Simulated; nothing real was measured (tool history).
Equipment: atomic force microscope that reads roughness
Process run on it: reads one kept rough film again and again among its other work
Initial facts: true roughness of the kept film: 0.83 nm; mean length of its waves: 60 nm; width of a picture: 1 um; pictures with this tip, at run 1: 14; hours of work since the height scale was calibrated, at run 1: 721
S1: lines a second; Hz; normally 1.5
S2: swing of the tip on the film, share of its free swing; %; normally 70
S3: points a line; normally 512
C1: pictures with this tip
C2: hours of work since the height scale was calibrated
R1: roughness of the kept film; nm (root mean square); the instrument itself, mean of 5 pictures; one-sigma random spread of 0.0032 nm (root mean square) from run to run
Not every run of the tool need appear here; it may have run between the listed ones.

run	hour	S1	S2	S3	C1	C2	R1
1	0	1.5	70	512	14	721	0.76
2	16	1.5	70	512	46	732	0.759
3	39.3	1.5	76	512	93	750	0.733
# hour 42.6: new tip fitted
4	69.8	1.5	76	512	55	772	0.739
5	84.3	1.5	76	512	84	783	0.736
# hour 91.3: new tip fitted
6	115.1	1.5	70	285	48	805	0.76
7	137.1	1.5	70	285	92	821	0.752
# hour 140.1: new tip fitted
8	166.9	1.5	67	512	54	843	0.766
9	183.6	1.5	67	512	87	855	0.763
# hour 189.3: new tip fitted
10	207.6	1.5	67	512	37	873	0.765
11	226	1.5	67	512	74	886	0.767
# hour 237.2: new tip fitted
12	252.7	1.5	70	532	31	906	0.758
13	276.1	1.5	70	532	78	923	0.752
# hour 286.2: new tip fitted
14	305	1.46	63	512	37	944	0.778
15	326.3	2.92	66	406	80	960	0.716
# hour 335.9: new tip fitted
16	346.6	0.53	56	421	21	974	0.805
17	376	1.06	85	512	80	996	0.727
# hour 384.9: new tip fitted
18	396.1	0.65	62	512	23	1011	0.8
19	426.1	0.65	62	512	83	1033	0.793
# hour 434.2: new tip fitted
20	441.4	0.65	62	512	15	1044	0.8
21	459.9	0.65	62	512	52	1057	0.798
22	478	0.65	62	512	88	1071	0.794
# hour 481.5: new tip fitted
23	495.2	0.65	85	766	28	1083	0.757
24	524.6	0.74	85	766	87	1105	0.749
# hour 529.7: new tip fitted
25	555.4	1.5	65	279	52	1127	0.768

What if the next run were any one of these 3? Each begins from the tool's condition after run 25:
# hour 577.1: new tip fitted
A	577.1	1.43	70	512	0	1143	?
# hour 577.1: new tip fitted
B	577.1	1.5	68	512	0	1143	?
# hour 577.1: new tip fitted
C	577.1	0.71	80	279	0	1143	?

run	R1
A	0.76
B	0.766
C	0.761
The same runs, with their run-to-run variation unchanged, on a tool lacking any hidden condition would have given:
run	R1
A	0.768
B	0.774
C	0.769
